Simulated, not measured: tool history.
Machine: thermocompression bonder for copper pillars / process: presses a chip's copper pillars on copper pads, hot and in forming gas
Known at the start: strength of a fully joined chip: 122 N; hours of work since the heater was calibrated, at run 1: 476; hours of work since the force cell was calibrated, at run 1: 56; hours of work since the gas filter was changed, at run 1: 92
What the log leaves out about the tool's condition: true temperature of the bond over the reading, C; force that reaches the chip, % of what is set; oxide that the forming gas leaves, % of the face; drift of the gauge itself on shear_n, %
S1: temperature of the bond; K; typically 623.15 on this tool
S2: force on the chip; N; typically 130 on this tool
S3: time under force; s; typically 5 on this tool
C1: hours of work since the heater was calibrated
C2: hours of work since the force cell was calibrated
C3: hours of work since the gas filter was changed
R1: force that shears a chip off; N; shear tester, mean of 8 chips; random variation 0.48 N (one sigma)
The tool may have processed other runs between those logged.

run     day      S1   S2  S3   C1   C2   C3    R1
  1       0  623.15  130   5  476   56   92  42.3
  2   0.212  623.15  130  11  479   59   95  55.8
  3   0.479  623.15  130  11  483   63   99  55.9
  4   0.812  623.15  130  11  488   68  104  56.2
  5     1.2  623.15  130  11  494   74  110  55.5
  6   1.488  623.15  130   5  499   78  114  41.5
  7   1.738  623.15  130   5  502   82  118  41.7
  8   1.925  623.15  130   5  505   85  121  41.2
  9   2.304  638.15  130   5  511   90  126  48.6
 10   2.625  638.15  130   5  516   95  131  48.1
 11   2.888  638.15  130   5  520   99  135  46.2
 12   3.175  638.15  130   3  524  104  139  39.7
 13   3.604  638.15  130   3  530  110  146  39.1
 14   3.808  623.15  130   5  533  113  149  40.4
 15   4.171  623.15  130   9  539  118  154  49.6
 16   4.354  623.15  130   9  542  121  157    51
 17   4.738  623.15  130   9  547  127  163  50.1
 18   4.954  623.15  130   5  550  130  166  40.1
 19     5.2  623.15  130   5  554  134  170  39.8
 20   5.396  649.15  130   5  557  137  173  51.9
 21   5.592  650.15  108   5  560  140  176  45.7
 22   5.783  632.15  126   5  563  143  178  43.1
      5.871  -- force cell calibrated
 23   6.038  632.15  126   5  566    2  181  42.6
 24   6.267  611.15  126   9  569    6  185  42.7
       6.65  -- forming gas filter changed
 25   6.721  649.15  130   7  576   12    1  66.4
 26   7.162  596.15  130   5  582   19    8  32.7
 27   7.575  605.15  130   6  589   25   14  39.7
      7.954  -- force cell calibrated, once more
 28   8.012  596.15  143  12  594    1   20  49.5
 29   8.388  630.15  183  12  600    6   25    81
 30   8.688  630.15  183  12  604   11   30  79.3
 31   9.012  623.15  130  12  609   16   35    61
 32   9.396  623.15  130  12  615   22   40  61.5
 33   9.642  613.15  130   5  619   25   44  40.1
 34   9.954  623.15  120   5  623   30   49  41.6
 35  10.217  623.15  181   3  627   34   53  46.7
 36  10.512  623.15  181   3  632   38   57  46.7
 37  10.725  626.15  181   7  635   42   60  65.4
 38  11.092  626.15  181   7  640   47   66  64.1
 39  11.354  650.15  123   6  644   51   70  58.1
 40  11.542  650.15  123   3  647   54   72  45.4

Here are 4 independent what-if runs from the current tool condition. What would each one return?
  A  11.788  604.15  123   3  651  57  76   ?
  B  11.788  598.15  112   3  651  57  76   ?
  C  11.788  650.15  120   3  651  57  76   ?
  D  11.788  629.15  103   6  651  57  76   ?

run    R1
  A  26.6
  B  22.6
  C    44
  D  40.5
Without the tool's hidden state the same runs would have given:
run    R1
  A  26.2
  B  22.2
  C    44
  D  40.3
